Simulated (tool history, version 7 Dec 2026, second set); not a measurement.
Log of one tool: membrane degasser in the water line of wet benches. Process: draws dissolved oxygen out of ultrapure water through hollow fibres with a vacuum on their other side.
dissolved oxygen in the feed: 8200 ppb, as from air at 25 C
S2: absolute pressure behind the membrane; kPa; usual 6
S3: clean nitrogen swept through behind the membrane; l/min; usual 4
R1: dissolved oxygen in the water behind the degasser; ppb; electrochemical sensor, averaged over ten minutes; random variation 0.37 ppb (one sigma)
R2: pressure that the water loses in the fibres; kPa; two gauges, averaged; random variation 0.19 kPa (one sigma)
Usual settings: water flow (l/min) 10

run 1 hour=0 | water_flow_(l/min)=10 S2=6 S3=4 | R1=22.8 R2=38.97
run 2 hour=36.3 | water_flow_(l/min)=10 S2=6 S3=4 | R1=22.8 R2=38.45
run 3 hour=78.2 | water_flow_(l/min)=10 S2=6 S3=4 | R1=21.8 R2=38.7
run 4 hour=125.3 | water_flow_(l/min)=10 S2=6 S3=4 | R1=22.4 R2=38.4
run 5 hour=187.4 | water_flow_(l/min)=10 S2=5.79 S3=4 | R1=20.8 R2=38.48
run 6 hour=236.5 | water_flow_(l/min)=10 S2=6 S3=4 | R1=22.3 R2=38.3
-- hour=275.1 vacuum gauge calibrated
run 7 hour=298.1 | water_flow_(l/min)=10 S2=6 S3=4 | R1=22.5 R2=38.54
run 8 hour=367.2 | water_flow_(l/min)=10 S2=6 S3=4 | R1=22.2 R2=38.18
run 9 hour=407.2 | water_flow_(l/min)=8 S2=6 S3=4.1 | R1=15.2 R2=30.54
run 10 hour=469.6 | water_flow_(l/min)=6 S2=3.76 S3=4.1 | R1=2.3 R2=23.09
run 11 hour=500.1 | water_flow_(l/min)=7 S2=6.61 S3=2.33 | R1=26.2 R2=26.96
run 12 hour=543.7 | water_flow_(l/min)=10 S2=6 S3=5.12 | R1=18 R2=38.17
run 13 hour=611.2 | water_flow_(l/min)=16 S2=9.27 S3=5.12 | R1=89.5 R2=61.14
run 14 hour=679.7 | water_flow_(l/min)=10 S2=6.12 S3=6.1 | R1=17.2 R2=38.22

Forecast each of these 4 alternatives for the next run:
run A hour=716.8 | water_flow_(l/min)=6 S2=6.12 S3=6.1 | R1=? R2=?
run B hour=716.8 | water_flow_(l/min)=10 S2=6 S3=2.44 | R1=? R2=?
run C hour=716.8 | water_flow_(l/min)=10 S2=8.4 S3=5.72 | R1=? R2=?
run D hour=716.8 | water_flow_(l/min)=10 S2=6.12 S3=2.49 | R1=? R2=?

run=A R1=7.5 R2=22.87
run=B R1=32.2 R2=38.16
run=C R1=28.3 R2=38.04
run=D R1=34.1 R2=38.35
Without the tool's hidden state the same runs would have given:
run=A R1=7.5 R2=23.13
run=B R1=32.2 R2=38.61
run=C R1=28.2 R2=38.48
run=D R1=34 R2=38.8
